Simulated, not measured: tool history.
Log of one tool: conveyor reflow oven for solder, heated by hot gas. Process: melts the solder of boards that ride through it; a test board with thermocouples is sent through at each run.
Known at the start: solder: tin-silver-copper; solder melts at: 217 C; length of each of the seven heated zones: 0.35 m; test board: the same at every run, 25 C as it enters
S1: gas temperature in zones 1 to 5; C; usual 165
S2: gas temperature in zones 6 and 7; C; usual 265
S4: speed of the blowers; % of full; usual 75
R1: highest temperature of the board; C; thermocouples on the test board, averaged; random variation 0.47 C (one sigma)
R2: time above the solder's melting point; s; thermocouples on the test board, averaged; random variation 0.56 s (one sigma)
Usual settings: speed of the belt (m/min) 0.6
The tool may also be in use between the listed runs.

{"run": 1, "hour": 0.0, "S1": 165, "S2": 265, "speed of the belt (m/min)": 0.6, "S4": 75, "R1": 244.8, "R2": 42.2}
{"run": 2, "hour": 18.1, "S1": 165, "S2": 265, "speed of the belt (m/min)": 0.6, "S4": 75, "R1": 245, "R2": 42.9}
{"run": 3, "hour": 31.1, "S1": 165, "S2": 265, "speed of the belt (m/min)": 0.6, "S4": 75, "R1": 245.4, "R2": 43.6}
{"run": 4, "hour": 46.4, "S1": 165, "S2": 265, "speed of the belt (m/min)": 0.6, "S4": 75, "R1": 245.5, "R2": 43.9}
{"run": 5, "hour": 57.9, "S1": 165, "S2": 265, "speed of the belt (m/min)": 0.6, "S4": 75, "R1": 244.5, "R2": 41.5}
{"hour": 64.7, "done": "flux residue cleaned out of gas plates and filters"}
{"run": 6, "hour": 76.7, "S1": 165, "S2": 265, "speed of the belt (m/min)": 0.6, "S4": 75, "R1": 244, "R2": 43.4}
{"run": 7, "hour": 89.3, "S1": 156, "S2": 255, "speed of the belt (m/min)": 0.706, "S4": 51, "R1": 217.1, "R2": 1.5}
{"hour": 97.3, "done": "flux residue cleaned out of gas plates and filters, once more"}
{"run": 8, "hour": 107.7, "S1": 156, "S2": 255, "speed of the belt (m/min)": 0.706, "S4": 51, "R1": 218.1, "R2": 3.2}
{"run": 9, "hour": 121.9, "S1": 156, "S2": 255, "speed of the belt (m/min)": 0.706, "S4": 51, "R1": 219, "R2": 2.4}
{"run": 10, "hour": 136.7, "S1": 165, "S2": 266, "speed of the belt (m/min)": 0.644, "S4": 75, "R1": 243.4, "R2": 39.1}
{"run": 11, "hour": 153.7, "S1": 150, "S2": 265, "speed of the belt (m/min)": 0.6, "S4": 78, "R1": 243.5, "R2": 38.3}

Measured less the same run without the tool's hidden state. The same run-to-run variation is in both; the gauge's scatter may not be:
The hidden state here: heat that the gas passes to the board, % of a clean oven's; belt's true speed, % of the reading; true gas temperature in zones 6 and 7 over the reading, C; drift of the gauge itself on peak_c, C; drift of the gauge itself on liquid_s, %.
run=1 R1=+0 R2=+0.1
run=2 R1=+0 R2=+0
run=3 R1=+0 R2=+0
run=4 R1=-0.1 R2=+0
run=5 R1=-0.2 R2=-0.1
run=6 R1=-0.5 R2=-0.4
run=7 R1=-0.5 R2=-0.9
run=8 R1=+0.3 R2=+0.6
run=9 R1=+0.2 R2=+0.4
run=10 R1=+0.1 R2=+0.3
run=11 R1=+0 R2=+0.2
